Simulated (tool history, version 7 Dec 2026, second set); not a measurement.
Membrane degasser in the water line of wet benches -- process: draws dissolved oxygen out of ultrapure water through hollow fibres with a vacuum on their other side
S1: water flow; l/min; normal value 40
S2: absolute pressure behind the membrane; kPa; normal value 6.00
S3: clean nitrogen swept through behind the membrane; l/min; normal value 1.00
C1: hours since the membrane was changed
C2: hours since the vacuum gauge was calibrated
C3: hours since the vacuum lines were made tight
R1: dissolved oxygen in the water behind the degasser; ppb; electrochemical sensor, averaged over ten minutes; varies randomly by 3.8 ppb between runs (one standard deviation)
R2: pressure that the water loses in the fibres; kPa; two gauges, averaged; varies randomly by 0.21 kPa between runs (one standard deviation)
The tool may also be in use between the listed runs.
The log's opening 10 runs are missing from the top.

Run 11, day 31.412: usual settings but S2 5.32 kPa; C1 1009; C2 2700; C3 7545. Result: R1 331.5 ppb, R2 51.05 kPa.
Run 12, day 34.954: usual settings but S2 5.32 kPa; C1 1094; C2 2785; C3 7630. Result: R1 332.0 ppb, R2 50.94 kPa.
Run 13, day 38.679: usual settings; C1 1184; C2 2874; C3 7720. Result: R1 378.0 ppb, R2 51.18 kPa.
Run 14, day 40.879: usual settings; C1 1237; C2 2927; C3 7773. Result: R1 383.8 ppb, R2 51.57 kPa.
Run 15, day 42.508: usual settings but S1 50 l/min; C1 1276; C2 2966; C3 7812. Result: R1 490.5 ppb, R2 64.49 kPa.
Run 16, day 45.892: usual settings but S1 50 l/min; C1 1357; C2 3047; C3 7893. Result: R1 500.3 ppb, R2 64.47 kPa.
Run 17, day 48.667: usual settings but S1 48 l/min, S3 1.19 l/min; C1 1424; C2 3114; C3 7959. Result: R1 446.5 ppb, R2 61.83 kPa.
Run 18, day 52.379: usual settings but S1 56 l/min, S2 3.63 kPa; C1 1513; C2 3203; C3 8049. Result: R1 345.5 ppb, R2 72.67 kPa.
Run 19, day 55.529: usual settings but S2 9.98 kPa, S3 2.46 l/min; C1 1588; C2 3279; C3 8124. Result: R1 407.1 ppb, R2 51.90 kPa.
Run 20, day 57.617: usual settings but S1 54 l/min, S2 9.19 kPa, S3 1.43 l/min; C1 1638; C2 3329; C3 8174. Result: R1 702.8 ppb, R2 69.47 kPa.
At day 60.646: gauge calibrated.
Run 21, day 61.096: usual settings but S1 50 l/min, S2 9.19 kPa, S3 0.78 l/min; C1 1722; C2 3412; C3 8258. Result: R1 857.8 ppb, R2 63.31 kPa.
Run 22, day 63.821: usual settings but S1 61 l/min, S2 9.19 kPa, S3 1.81 l/min; C1 1787; C2 3478; C3 8323. Result: R1 715.3 ppb, R2 77.44 kPa.
Run 23, day 65.867: usual settings but S1 27 l/min, S2 6.19 kPa, S3 2.77 l/min; C1 1836; C2 3527; C3 8372. Result: R1 142.1 ppb, R2 34.09 kPa.
Run 24, day 68.396: usual settings but S1 28 l/min, S2 9.86 kPa, S3 0.74 l/min; C1 1897; C2 3587; C3 8433. Result: R1 560.4 ppb, R2 35.23 kPa.
Run 25, day 71.267: usual settings but S1 28 l/min, S2 7.39 kPa, S3 1.20 l/min; C1 1966; C2 3656; C3 8502. Result: R1 285.8 ppb, R2 35.46 kPa.
Run 26, day 75.100: usual settings but S1 64 l/min, S2 5.15 kPa, S3 1.65 l/min; C1 2058; C2 3748; C3 8594. Result: R1 509.5 ppb, R2 81.20 kPa.
Run 27, day 78.721: usual settings but S2 8.34 kPa; C1 2145; C2 3835; C3 8681. Result: R1 556.8 ppb, R2 51.32 kPa.
Run 28, day 80.975: usual settings but S1 28 l/min, S2 4.74 kPa, S3 0.65 l/min; C1 2199; C2 3889; C3 8735. Result: R1 208.5 ppb, R2 35.94 kPa.
Run 29, day 83.988: usual settings but S1 25 l/min, S2 4.93 kPa, S3 1.79 l/min; C1 2271; C2 3962; C3 8807. Result: R1 118.2 ppb, R2 31.93 kPa.
Run 30, day 87.846: usual settings but S1 47 l/min, S2 7.48 kPa, S3 0.57 l/min; C1 2364; C2 4054; C3 8900. Result: R1 758.7 ppb, R2 60.14 kPa.
Run 31, day 90.196: usual settings but S3 0.56 l/min; C1 2420; C2 4111; C3 8956. Result: R1 504.0 ppb, R2 51.41 kPa.
Run 32, day 94.071: usual settings but S1 38 l/min; C1 2513; C2 4204; C3 9049. Result: R1 354.8 ppb, R2 49.30 kPa.

Alternative continuations, all from the tool just after run 32; predict every row:
Run A, day 97.925: usual settings but S1 53 l/min, S2 11.61 kPa; C1 2606; C2 4296; C3 9142. Result: R1 ?, R2 ?.
Run B, day 97.925: usual settings but S1 31 l/min; C1 2606; C2 4296; C3 9142. Result: R1 ?, R2 ?.
Run C, day 97.925: usual settings but S2 5.00 kPa; C1 2606; C2 4296; C3 9142. Result: R1 ?, R2 ?.
Run D, day 97.925: usual settings but S1 26 l/min, S2 7.26 kPa; C1 2606; C2 4296; C3 9142. Result: R1 ?, R2 ?.

run     R1     R2
  A  997.6  67.70
  B  281.5  39.62
  C  307.0  51.27
  D  288.0  33.36
Without the tool's unlogged condition, the same runs would have read:
run     R1     R2
  A  997.4  66.58
  B  281.3  38.97
  C  306.7  50.43
  D  287.8  32.81
